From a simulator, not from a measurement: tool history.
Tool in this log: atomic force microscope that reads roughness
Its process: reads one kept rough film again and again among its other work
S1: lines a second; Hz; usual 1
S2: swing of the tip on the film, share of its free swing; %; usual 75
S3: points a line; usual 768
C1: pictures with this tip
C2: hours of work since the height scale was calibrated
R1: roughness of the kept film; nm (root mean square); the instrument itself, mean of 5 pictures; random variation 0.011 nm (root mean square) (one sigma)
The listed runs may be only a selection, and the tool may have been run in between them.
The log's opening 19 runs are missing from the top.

{"run": 20, "hour": 491.3, "S1": 2.55, "S2": 75, "S3": 768, "C1": 142, "C2": 702, "R1": 2.057}
{"run": 21, "hour": 520.6, "S1": 2.55, "S2": 75, "S3": 768, "C1": 172, "C2": 715, "R1": 2.001}
{"run": 22, "hour": 550.4, "S1": 1.04, "S2": 70, "S3": 1007, "C1": 201, "C2": 727, "R1": 2.199}
{"run": 23, "hour": 567.9, "S1": 1, "S2": 79, "S3": 489, "C1": 219, "C2": 734, "R1": 2.127}
{"run": 24, "hour": 599.7, "S1": 1, "S2": 79, "S3": 489, "C1": 251, "C2": 747, "R1": 2.08}
{"run": 25, "hour": 634.3, "S1": 3.8, "S2": 90, "S3": 362, "C1": 286, "C2": 762, "R1": 1.419}
{"run": 26, "hour": 651.3, "S1": 0.85, "S2": 69, "S3": 709, "C1": 303, "C2": 769, "R1": 2.112}
{"run": 27, "hour": 669.3, "S1": 1.32, "S2": 88, "S3": 709, "C1": 321, "C2": 776, "R1": 1.86}
{"run": 28, "hour": 699.5, "S1": 3.33, "S2": 73, "S3": 709, "C1": 351, "C2": 789, "R1": 1.785}
{"hour": 721.7, "done": "new tip fitted"}
{"run": 29, "hour": 732.8, "S1": 3.33, "S2": 73, "S3": 709, "C1": 11, "C2": 802, "R1": 2.15}
{"run": 30, "hour": 750.8, "S1": 3.33, "S2": 73, "S3": 709, "C1": 29, "C2": 810, "R1": 2.135}
{"run": 31, "hour": 775.6, "S1": 1.57, "S2": 72, "S3": 311, "C1": 54, "C2": 820, "R1": 2.31}
{"run": 32, "hour": 797.1, "S1": 1.57, "S2": 72, "S3": 311, "C1": 75, "C2": 829, "R1": 2.299}
{"run": 33, "hour": 829.0, "S1": 1.57, "S2": 72, "S3": 302, "C1": 107, "C2": 842, "R1": 2.261}
{"run": 34, "hour": 856.6, "S1": 3.24, "S2": 71, "S3": 256, "C1": 135, "C2": 853, "R1": 2.052}
{"run": 35, "hour": 893.8, "S1": 0.68, "S2": 79, "S3": 578, "C1": 172, "C2": 869, "R1": 2.238}
{"run": 36, "hour": 912.0, "S1": 3.82, "S2": 66, "S3": 274, "C1": 190, "C2": 876, "R1": 2.011}
{"run": 37, "hour": 935.9, "S1": 3.72, "S2": 65, "S3": 768, "C1": 214, "C2": 886, "R1": 2.032}
{"run": 38, "hour": 971.1, "S1": 2.25, "S2": 75, "S3": 482, "C1": 249, "C2": 901, "R1": 1.979}
{"run": 39, "hour": 987.2, "S1": 2.25, "S2": 75, "S3": 482, "C1": 266, "C2": 907, "R1": 1.959}
{"run": 40, "hour": 1009.5, "S1": 2.25, "S2": 75, "S3": 482, "C1": 288, "C2": 917, "R1": 1.938}

Predict each of these 4 candidate next runs independently; none follows another, all start after run 40:
{"run": "A", "hour": 1042.1, "S1": 2.25, "S2": 75, "S3": 942, "C1": 321, "C2": 930, "R1": "?"}
{"run": "B", "hour": 1042.1, "S1": 3.99, "S2": 84, "S3": 768, "C1": 321, "C2": 930, "R1": "?"}
{"run": "C", "hour": 1042.1, "S1": 2.14, "S2": 75, "S3": 609, "C1": 321, "C2": 930, "R1": "?"}
{"run": "D", "hour": 1042.1, "S1": 3.45, "S2": 75, "S3": 482, "C1": 321, "C2": 930, "R1": "?"}

run=A R1=1.902
run=B R1=1.529
run=C R1=1.907
run=D R1=1.782
Stripped of hidden state, with their random variation kept, the same runs would have yielded:
run=A R1=2.256
run=B R1=1.814
run=C R1=2.263
run=D R1=2.114
